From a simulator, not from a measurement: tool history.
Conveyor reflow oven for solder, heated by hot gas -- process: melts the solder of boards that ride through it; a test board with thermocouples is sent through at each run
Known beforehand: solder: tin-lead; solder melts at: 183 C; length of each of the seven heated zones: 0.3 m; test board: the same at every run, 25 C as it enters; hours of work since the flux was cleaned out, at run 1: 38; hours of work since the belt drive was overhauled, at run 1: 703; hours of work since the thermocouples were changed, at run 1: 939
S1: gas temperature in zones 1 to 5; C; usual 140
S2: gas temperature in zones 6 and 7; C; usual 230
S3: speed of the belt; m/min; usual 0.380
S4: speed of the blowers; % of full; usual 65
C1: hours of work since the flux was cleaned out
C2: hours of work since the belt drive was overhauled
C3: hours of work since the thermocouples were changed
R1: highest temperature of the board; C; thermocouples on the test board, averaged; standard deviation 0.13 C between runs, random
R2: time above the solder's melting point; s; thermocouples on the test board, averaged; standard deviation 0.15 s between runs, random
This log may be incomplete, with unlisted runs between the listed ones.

run	hour	S1	S2	S3	S4	C1	C2	C3	R1	R2
1	0.0	140	230	0.380	65	38	703	939	217.7	73.5
2	26.2	140	230	0.380	65	51	715	951	217.6	73.6
3	65.1	140	230	0.380	65	69	733	969	217.7	73.5
4	107.1	140	230	0.380	65	88	753	989	217.5	73.1
5	129.6	140	230	0.380	65	99	763	999	217.4	73.1
6	173.4	140	230	0.380	65	119	784	1020	217.4	73.1
7	201.8	126	230	0.380	65	132	797	1033	214.8	64.4
8	247.5	140	230	0.380	65	154	818	1054	217.2	72.7
# hour 279.1: belt drive overhauled, speed set with a stopwatch
9	304.5	140	230	0.380	65	179	12	1079	216.7	71.0
10	351.2	140	230	0.380	69	200	34	1101	217.3	72.1
11	373.0	140	230	0.380	69	211	44	1111	217.1	71.8
12	416.4	140	230	0.380	72	231	64	1131	217.8	72.4
13	445.1	140	230	0.308	65	244	77	1145	222.5	96.1
14	478.3	140	230	0.308	65	260	93	1160	222.6	96.2

What will run 15 give?
15	508.4	136	230	0.380	65	274	107	1174	?	?

Logged for run 15: R1 215.5 C, R2 67.7 s.
Were there no unlogged condition in the tool, this run, its random variation unchanged, would have produced R1 214.0 C, R2 66.8 s.
